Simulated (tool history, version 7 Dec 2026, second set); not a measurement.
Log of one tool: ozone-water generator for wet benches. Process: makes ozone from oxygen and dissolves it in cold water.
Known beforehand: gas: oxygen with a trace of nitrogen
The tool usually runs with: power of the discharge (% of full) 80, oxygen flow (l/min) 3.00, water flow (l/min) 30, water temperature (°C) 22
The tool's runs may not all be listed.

| run | hour | power of the discharge (% of full) | oxygen flow (l/min) | water flow (l/min) | water temperature (°C) | dissolved ozone (ppm) | ozone in the gas ahead of the water (g/m3) |
|---|---|---|---|---|---|---|---|
| 1 | 0.0 | 80 | 3.00 | 30 | 22 | 7.9 | 181.7 |
| 2 | 54.6 | 80 | 3.00 | 30 | 22 | 8.0 | 180.9 |
| 3 | 81.9 | 80 | 1.77 | 30 | 22 | 7.2 | 242.7 |
| 4 | 127.9 | 80 | 1.77 | 30 | 22 | 7.2 | 245.8 |
| 5 | 180.7 | 80 | 1.77 | 30 | 22 | 7.1 | 241.8 |
| 6 | 246.6 | 80 | 1.77 | 30 | 22 | 6.9 | 241.9 |
| 7 | 313.3 | 80 | 1.77 | 30 | 22 | 7.0 | 241.3 |
| 8 | 379.3 | 80 | 1.77 | 30 | 22 | 7.0 | 240.3 |
| 9 | 432.0 | 41 | 3.00 | 30 | 22 | 5.1 | 110.9 |
| 10 | 478.5 | 41 | 3.00 | 30 | 22 | 5.0 | 110.6 |
| 11 | 510.6 | 79 | 3.00 | 30 | 22 | 7.8 | 177.9 |
| 12 | 577.5 | 79 | 3.00 | 30 | 22 | 7.7 | 174.8 |
| 13 | 625.4 | 41 | 3.09 | 30 | 22 | 4.8 | 108.0 |
| 14 | 666.8 | 41 | 2.40 | 31 | 29 | 4.1 | 126.0 |
| 15 | 723.2 | 80 | 3.00 | 36 | 17 | 6.5 | 175.0 |
| 16 | 758.0 | 78 | 3.00 | 35 | 22 | 6.3 | 172.7 |
|  | 801.2 | contactor cleaned |
| 17 | 818.4 | 62 | 3.00 | 31 | 22 | 6.3 | 146.1 |
| 18 | 873.2 | 49 | 3.87 | 30 | 22 | 5.9 | 108.7 |
| 19 | 911.4 | 91 | 3.00 | 39 | 28 | 5.9 | 191.9 |
| 20 | 971.9 | 91 | 3.00 | 39 | 28 | 5.8 | 188.7 |

5 options for the next run, each taken on its own from the tool as it stands now. Forecast them:
| A | 1021.2 | 78 | 3.00 | 24 | 19 | ? | ? |
| B | 1021.2 | 91 | 3.00 | 30 | 20 | ? | ? |
| C | 1021.2 | 69 | 3.00 | 35 | 28 | ? | ? |
| D | 1021.2 | 80 | 3.00 | 25 | 22 | ? | ? |
| E | 1021.2 | 53 | 3.00 | 30 | 28 | ? | ? |

| run | dissolved ozone (ppm) | ozone in the gas ahead of the water (g/m3) |
|---|---|---|
| A | 10.3 | 171.1 |
| B | 8.7 | 189.8 |
| C | 5.5 | 158.8 |
| D | 9.5 | 175.5 |
| E | 5.8 | 130.6 |
Stripped of hidden state, with their random variation kept, the same runs would have yielded:
| run | dissolved ozone (ppm) | ozone in the gas ahead of the water (g/m3) |
|---|---|---|
| A | 11.3 | 186.3 |
| B | 9.7 | 208.5 |
| C | 6.1 | 171.6 |
| D | 10.5 | 191.3 |
| E | 6.2 | 139.2 |
